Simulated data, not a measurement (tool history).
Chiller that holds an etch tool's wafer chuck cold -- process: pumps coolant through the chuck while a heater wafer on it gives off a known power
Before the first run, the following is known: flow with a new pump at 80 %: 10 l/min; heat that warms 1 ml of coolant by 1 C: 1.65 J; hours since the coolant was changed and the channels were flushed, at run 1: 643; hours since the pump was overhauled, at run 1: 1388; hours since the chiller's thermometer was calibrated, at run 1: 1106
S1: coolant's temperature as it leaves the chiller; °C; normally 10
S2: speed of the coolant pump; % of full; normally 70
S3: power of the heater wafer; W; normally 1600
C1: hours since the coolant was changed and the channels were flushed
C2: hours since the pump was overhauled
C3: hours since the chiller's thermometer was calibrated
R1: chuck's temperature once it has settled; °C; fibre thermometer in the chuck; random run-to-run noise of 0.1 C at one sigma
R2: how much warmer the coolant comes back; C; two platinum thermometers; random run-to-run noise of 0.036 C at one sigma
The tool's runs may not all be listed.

run 1 hour=0.0 | S1=10 S2=70 S3=1600 | C1=643 C2=1388 C3=1106 | R1=24.1 R2=6.64
run 2 hour=61.0 | S1=10 S2=70 S3=1600 | C1=704 C2=1449 C3=1167 | R1=24.2 R2=6.66
run 3 hour=138.6 | S1=5 S2=70 S3=1600 | C1=781 C2=1527 C3=1245 | R1=19.1 R2=6.64
run 4 hour=196.8 | S1=5 S2=78 S3=1600 | C1=839 C2=1585 C3=1303 | R1=18.3 R2=5.93
run 5 hour=239.7 | S1=0 S2=70 S3=1600 | C1=882 C2=1628 C3=1346 | R1=14.0 R2=6.59
run 6 hour=320.2 | S1=0 S2=70 S3=1600 | C1=963 C2=1708 C3=1426 | R1=14.4 R2=6.68
run 7 hour=358.7 | S1=10 S2=70 S3=1600 | C1=1001 C2=1747 C3=1465 | R1=24.1 R2=6.68
run 8 hour=449.6 | S1=10 S2=70 S3=1600 | C1=1092 C2=1838 C3=1556 | R1=24.2 R2=6.56
run 9 hour=515.2 | S1=10 S2=70 S3=1600 | C1=1158 C2=1903 C3=1621 | R1=24.1 R2=6.67
run 10 hour=607.7 | S1=10 S2=70 S3=1600 | C1=1250 C2=1996 C3=1714 | R1=24.2 R2=6.60
run 11 hour=649.8 | S1=10 S2=70 S3=1600 | C1=1292 C2=2038 C3=1756 | R1=24.2 R2=6.71
run 12 hour=734.1 | S1=2 S2=70 S3=1600 | C1=1377 C2=2122 C3=1840 | R1=16.0 R2=6.63
run 13 hour=810.5 | S1=2 S2=70 S3=1600 | C1=1453 C2=2199 C3=1916 | R1=16.2 R2=6.74
run 14 hour=871.5 | S1=10 S2=61 S3=1600 | C1=1514 C2=2260 C3=1978 | R1=25.5 R2=7.65
run 15 hour=910.0 | S1=10 S2=61 S3=1600 | C1=1553 C2=2298 C3=2016 | R1=25.5 R2=7.63
run 16 hour=976.3 | S1=10 S2=61 S3=1600 | C1=1619 C2=2365 C3=2082 | R1=25.5 R2=7.58

What will run 17 give?
-- hour=1040.7 chiller's thermometer calibrated
run 17 hour=1047.1 | S1=5 S2=70 S3=1261 | C1=1689 C2=2434 C3=6 | R1=? R2=?

R1: 16.2 °C
R2: 5.22 C
On a tool with no hidden condition, and with the same random variation, this run would have come out at R1 16.2 °C, R2 5.22 C.

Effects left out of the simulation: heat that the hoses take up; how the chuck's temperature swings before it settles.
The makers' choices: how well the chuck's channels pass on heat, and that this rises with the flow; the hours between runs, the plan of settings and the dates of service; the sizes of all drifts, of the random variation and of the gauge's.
